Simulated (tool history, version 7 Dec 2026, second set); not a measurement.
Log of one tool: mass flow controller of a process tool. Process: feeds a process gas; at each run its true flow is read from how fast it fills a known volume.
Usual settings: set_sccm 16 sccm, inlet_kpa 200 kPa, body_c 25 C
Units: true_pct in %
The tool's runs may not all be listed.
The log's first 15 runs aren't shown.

run	day	set_sccm	inlet_kpa	body_c	hours of work since the controller was set to zero	hours of work since the controller was changed	true_pct
16	35.954	16	200	25	2283	2283	99.52
17	38.267	14	200	25	2323	2323	99.37
18	40.142	14	200	25	2355	2355	99.36
19	42.912	14	200	25	2403	2403	99.46
20	45.754	16	276	25	2452	2452	99.65
21	47.221	16	200	21	2477	2477	99.04
22	48.992	16	200	21	2508	2508	98.92
23	51.125	16	200	21	2545	2545	99.04
24	53.021	16	200	25	2578	2578	99.29
25	55.208	16	200	25	2615	2615	99.4
26	57.604	14	265	26	2657	2657	99.69
27	60.358	4	273	35	2704	2704	100.26
28	61.7	9	273	30	2727	2727	99.84
29	64.279	9	273	30	2772	2772	100.03
30	66.983	10	242	25	2819	2819	99.24
31	69.458	10	242	25	2861	2861	99.28

Run 32 comes next. What will it give?
32	72.229	5	158	30	2909	2909	?

{"run 32": {"true_pct": 99.18}}
Without the tool's hidden state the same run would have given true_pct 99.98 %.

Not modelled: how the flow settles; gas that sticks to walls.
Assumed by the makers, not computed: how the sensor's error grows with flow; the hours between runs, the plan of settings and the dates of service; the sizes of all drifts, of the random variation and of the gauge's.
